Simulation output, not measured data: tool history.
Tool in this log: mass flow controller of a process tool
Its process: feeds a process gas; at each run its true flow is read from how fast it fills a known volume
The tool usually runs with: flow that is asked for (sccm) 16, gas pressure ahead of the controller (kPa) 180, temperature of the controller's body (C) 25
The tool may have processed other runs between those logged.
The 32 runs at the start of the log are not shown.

| run | hour | flow that is asked for (sccm) | gas pressure ahead of the controller (kPa) | temperature of the controller's body (C) | hours of work since the controller was set to zero | hours of work since the controller was changed | true flow (%) |
|---|---|---|---|---|---|---|---|
| 33 | 12358.7 | 8 | 200 | 24 | 2363 | 2363 | 98.73 |
| 34 | 12880.2 | 5 | 180 | 24 | 2675 | 2675 | 98.4 |
| 35 | 13296.1 | 4 | 269 | 24 | 2924 | 2924 | 97.84 |
| 36 | 13652.2 | 4 | 269 | 24 | 3136 | 3136 | 97.96 |
| 37 | 14127.6 | 4 | 269 | 24 | 3420 | 3420 | 98.09 |
| 38 | 14411 | 4 | 269 | 24 | 3590 | 3590 | 97.99 |
| 39 | 14691.2 | 9 | 199 | 24 | 3757 | 3757 | 99.17 |
| 40 | 14988.5 | 9 | 199 | 24 | 3935 | 3935 | 99.17 |
| 41 | 15424.2 | 9 | 199 | 29 | 4195 | 4195 | 99.81 |
| 42 | 15852.5 | 9 | 199 | 29 | 4451 | 4451 | 99.83 |
| 43 | 16147.4 | 4 | 199 | 34 | 4627 | 4627 | 99.77 |
|  | 16207.3 | controller's zero set anew |
| 44 | 16509.5 | 4 | 199 | 34 | 181 | 4844 | 99.81 |
| 45 | 16743.1 | 9 | 199 | 21 | 320 | 4983 | 99.12 |
| 46 | 17271.5 | 4 | 248 | 30 | 636 | 5299 | 99.18 |
| 47 | 17513.6 | 3 | 276 | 25 | 781 | 5444 | 98.33 |
| 48 | 17917.3 | 11 | 229 | 25 | 1022 | 5685 | 99.73 |

Here are 4 independent what-if runs from the current tool condition. What would each one return?
| A | 18388.7 | 11 | 180 | 25 | 1304 | 5966 | ? |
| B | 18388.7 | 17 | 207 | 25 | 1304 | 5966 | ? |
| C | 18388.7 | 7 | 228 | 25 | 1304 | 5966 | ? |
| D | 18388.7 | 8 | 150 | 25 | 1304 | 5966 | ? |

| run | true flow (%) |
|---|---|
| A | 100.03 |
| B | 100.52 |
| C | 99.27 |
| D | 99.91 |
Without the tool's hidden state the same runs would have given:
| run | true flow (%) |
|---|---|
| A | 99.01 |
| B | 99.5 |
| C | 98.27 |
| D | 98.9 |

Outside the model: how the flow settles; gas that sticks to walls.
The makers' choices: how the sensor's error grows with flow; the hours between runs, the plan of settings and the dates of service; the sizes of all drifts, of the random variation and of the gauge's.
